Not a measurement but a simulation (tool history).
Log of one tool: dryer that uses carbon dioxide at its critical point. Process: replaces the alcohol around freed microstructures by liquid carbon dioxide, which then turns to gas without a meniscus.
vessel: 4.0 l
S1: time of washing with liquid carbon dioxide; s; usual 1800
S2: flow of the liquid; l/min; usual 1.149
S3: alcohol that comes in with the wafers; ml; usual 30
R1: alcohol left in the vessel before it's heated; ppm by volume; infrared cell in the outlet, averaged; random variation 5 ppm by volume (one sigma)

Run 1, hour 0: usual settings. Result: R1 100 ppm by volume.
Run 2, hour 5: usual settings. Result: R1 91 ppm by volume.
Run 3, hour 11.5: usual settings but S3 39 ml. Result: R1 100 ppm by volume.
Run 4, hour 17.9: usual settings but S3 39 ml. Result: R1 95 ppm by volume.
Run 5, hour 27: usual settings but S2 1.17 l/min, S3 39 ml. Result: R1 94 ppm by volume.
Run 6, hour 31.6: usual settings but S1 1560 s. Result: R1 110 ppm by volume.
Run 7, hour 40.5: usual settings but S1 1560 s. Result: R1 108 ppm by volume.
Run 8, hour 49.4: usual settings but S3 26 ml. Result: R1 113 ppm by volume.
Run 9, hour 55.6: usual settings but S2 0.7 l/min. Result: R1 158 ppm by volume.
Run 10, hour 60.5: usual settings but S2 0.7 l/min. Result: R1 165 ppm by volume.
Run 11, hour 67.6: usual settings but S2 0.7 l/min. Result: R1 169 ppm by volume.
Run 12, hour 76.2: usual settings but S2 1.25 l/min. Result: R1 103 ppm by volume.
Run 13, hour 82.3: usual settings but S2 1.25 l/min. Result: R1 110 ppm by volume.
Run 14, hour 88.6: usual settings but S2 1.25 l/min. Result: R1 119 ppm by volume.
Run 15, hour 93.1: usual settings but S2 1.25 l/min. Result: R1 107 ppm by volume.
Run 16, hour 100.7: usual settings but S2 1.25 l/min. Result: R1 109 ppm by volume.
Run 17, hour 106.3: usual settings. Result: R1 113 ppm by volume.
Run 18, hour 111.6: usual settings but S2 1 l/min. Result: R1 123 ppm by volume.
Run 19, hour 117.3: usual settings but S2 1 l/min. Result: R1 124 ppm by volume.
Run 20, hour 125.7: usual settings but S2 1 l/min. Result: R1 117 ppm by volume.
Run 21, hour 131.9: usual settings. Result: R1 118 ppm by volume.
Run 22, hour 139.4: usual settings but S3 46 ml. Result: R1 118 ppm by volume.
Run 23, hour 144.5: usual settings but S3 46 ml. Result: R1 134 ppm by volume.
Run 24, hour 151.3: usual settings but S3 46 ml. Result: R1 132 ppm by volume.
At hour 156.6: inlet filter changed.
Run 25, hour 158.2: usual settings but S1 2040 s, S2 1.56 l/min. Result: R1 118 ppm by volume.
Run 26, hour 164.1: usual settings but S1 1140 s, S2 0.77 l/min, S3 81 ml. Result: R1 799 ppm by volume.
Run 27, hour 169.6: usual settings but S1 1740 s, S2 1.3 l/min, S3 48 ml. Result: R1 134 ppm by volume.
Run 28, hour 173.4: usual settings but S1 1740 s, S2 1.3 l/min, S3 48 ml. Result: R1 134 ppm by volume.
Run 29, hour 180.9: usual settings but S2 1.5 l/min, S3 40 ml. Result: R1 129 ppm by volume.
Run 30, hour 187.7: usual settings but S2 1.5 l/min, S3 40 ml. Result: R1 133 ppm by volume.
Run 31, hour 192.2: usual settings but S1 1080 s, S2 1.16 l/min, S3 38 ml. Result: R1 206 ppm by volume.
Run 32, hour 199.3: usual settings but S1 1200 s, S3 95 ml. Result: R1 251 ppm by volume.
Run 33, hour 208.5: usual settings but S1 1200 s, S3 95 ml. Result: R1 253 ppm by volume.
Run 34, hour 217.5: usual settings but S1 1920 s, S2 1.95 l/min, S3 95 ml. Result: R1 141 ppm by volume.
Run 35, hour 225.8: usual settings but S2 0.8 l/min, S3 63 ml. Result: R1 204 ppm by volume.
Run 36, hour 231.6: usual settings but S2 0.8 l/min, S3 63 ml. Result: R1 207 ppm by volume.
Run 37, hour 237.2: usual settings but S1 1620 s, S2 1.11 l/min. Result: R1 154 ppm by volume.
Run 38, hour 246.4: usual settings but S1 1920 s, S2 1.69 l/min, S3 33 ml. Result: R1 145 ppm by volume.
Run 39, hour 253.2: usual settings but S1 1920 s, S2 1.69 l/min, S3 33 ml. Result: R1 153 ppm by volume.
Run 40, hour 260.5: usual settings but S1 1860 s, S2 1.16 l/min, S3 24 ml. Result: R1 157 ppm by volume.
Run 41, hour 268.9: usual settings but S1 1980 s, S2 1.16 l/min, S3 24 ml. Result: R1 153 ppm by volume.
Run 42, hour 276.6: usual settings but S1 1980 s, S2 1.16 l/min, S3 24 ml. Result: R1 158 ppm by volume.
Run 43, hour 282.6: usual settings but S1 1980 s, S2 1.16 l/min, S3 24 ml. Result: R1 153 ppm by volume.
Run 44, hour 291.1: usual settings but S1 1680 s, S2 0.93 l/min, S3 76 ml. Result: R1 211 ppm by volume.
Run 45, hour 297.9: usual settings but S1 1680 s, S2 0.88 l/min, S3 32 ml. Result: R1 185 ppm by volume.
Run 46, hour 306.7: usual settings but S1 1680 s, S2 0.88 l/min, S3 32 ml. Result: R1 199 ppm by volume.
Run 47, hour 311.7: usual settings but S1 1680 s, S2 0.88 l/min, S3 32 ml. Result: R1 187 ppm by volume.

Hidden state or all else? Some run-to-run changes of R1, split into what the settings, what came in and random variation would give without the hidden state, and what is left for the hidden state (with any gauge scatter that isn't in both results):
The hidden state here: flow that reaches the vessel past the clogged filter, %; alcohol in the recycled carbon dioxide, ppm; drift of the gauge itself on alcohol_ppm, %.
Run 8 -> 9: S2 1.149 -> 0.7, S3 26 -> 30. R1 +45 ppm by volume: hidden state +11, all else +34.
Run 25 -> 26: S1 2040 -> 1140, S2 1.56 -> 0.77, S3 30 -> 81. R1 +681 ppm by volume: hidden state +14, all else +667.
Run 26 -> 27: S1 1140 -> 1740, S2 0.77 -> 1.3, S3 81 -> 48. R1 -665 ppm by volume: hidden state -8, all else -657.
Run 33 -> 34: S1 1200 -> 1920, S2 1.149 -> 1.95. R1 -112 ppm by volume: hidden state -8, all else -104.
Run 43 -> 44: S1 1980 -> 1680, S2 1.16 -> 0.93, S3 24 -> 76. R1 +58 ppm by volume: hidden state +16, all else +42.
